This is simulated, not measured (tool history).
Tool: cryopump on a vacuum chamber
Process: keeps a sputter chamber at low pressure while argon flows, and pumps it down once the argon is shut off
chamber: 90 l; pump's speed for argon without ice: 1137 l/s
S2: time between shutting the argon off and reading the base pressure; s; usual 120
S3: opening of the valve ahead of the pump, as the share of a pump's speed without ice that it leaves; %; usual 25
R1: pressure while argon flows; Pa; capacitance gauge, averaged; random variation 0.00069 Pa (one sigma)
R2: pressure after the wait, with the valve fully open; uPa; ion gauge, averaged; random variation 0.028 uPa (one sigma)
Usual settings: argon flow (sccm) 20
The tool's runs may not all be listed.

Run 1, hour 0.0: usual settings. Result: R1 0.1237 Pa, R2 2.13 uPa.
Run 2, hour 39.3: usual settings. Result: R1 0.1236 Pa, R2 2.12 uPa.
Run 3, hour 105.3: usual settings. Result: R1 0.1252 Pa, R2 2.20 uPa.
At hour 144.8: pump warmed up, emptied and cooled again.
Run 4, hour 146.4: usual settings. Result: R1 0.1199 Pa, R2 1.97 uPa.
Run 5, hour 218.5: usual settings. Result: R1 0.1188 Pa, R2 1.98 uPa.
Run 6, hour 269.5: usual settings but argon flow (sccm) 13, S2 39 s, S3 17 %. Result: R1 0.1136 Pa, R2 4.18 uPa.
Run 7, hour 310.4: usual settings but argon flow (sccm) 13, S2 39 s, S3 17 %. Result: R1 0.1142 Pa, R2 4.23 uPa.
Run 8, hour 344.9: usual settings but argon flow (sccm) 13, S2 39 s, S3 17 %. Result: R1 0.1142 Pa, R2 4.17 uPa.
Run 9, hour 421.5: usual settings but argon flow (sccm) 13, S2 39 s, S3 17 %. Result: R1 0.1142 Pa, R2 4.39 uPa.
Run 10, hour 460.2: usual settings but argon flow (sccm) 27, S2 105 s, S3 33 %. Result: R1 0.1248 Pa, R2 2.17 uPa.

5 ways to go on from here, each from the tool as it stands after run 10. What would each give?
Run A, hour 530.8: usual settings but argon flow (sccm) 10, S2 32 s, S3 39 %. Result: R1 ?, R2 ?.
Run B, hour 530.8: usual settings but argon flow (sccm) 18, S2 105 s, S3 34 %. Result: R1 ?, R2 ?.
Run C, hour 530.8: usual settings but argon flow (sccm) 27, S2 105 s, S3 55 %. Result: R1 ?, R2 ?.
Run D, hour 530.8: usual settings but argon flow (sccm) 27, S2 203 s, S3 41 %. Result: R1 ?, R2 ?.
Run E, hour 530.8: usual settings but argon flow (sccm) 9, S2 220 s. Result: R1 ?, R2 ?.

run      R1    R2
  A  0.0397  5.05
  B  0.0810  2.29
  C  0.0769  2.23
  D  0.1013  1.68
  E  0.0547  1.64
Without the tool's hidden state the same runs would have given:
run      R1    R2
  A  0.0384  4.27
  B  0.0786  1.49
  C  0.0733  1.44
  D  0.0976  0.91
  E  0.0535  0.86
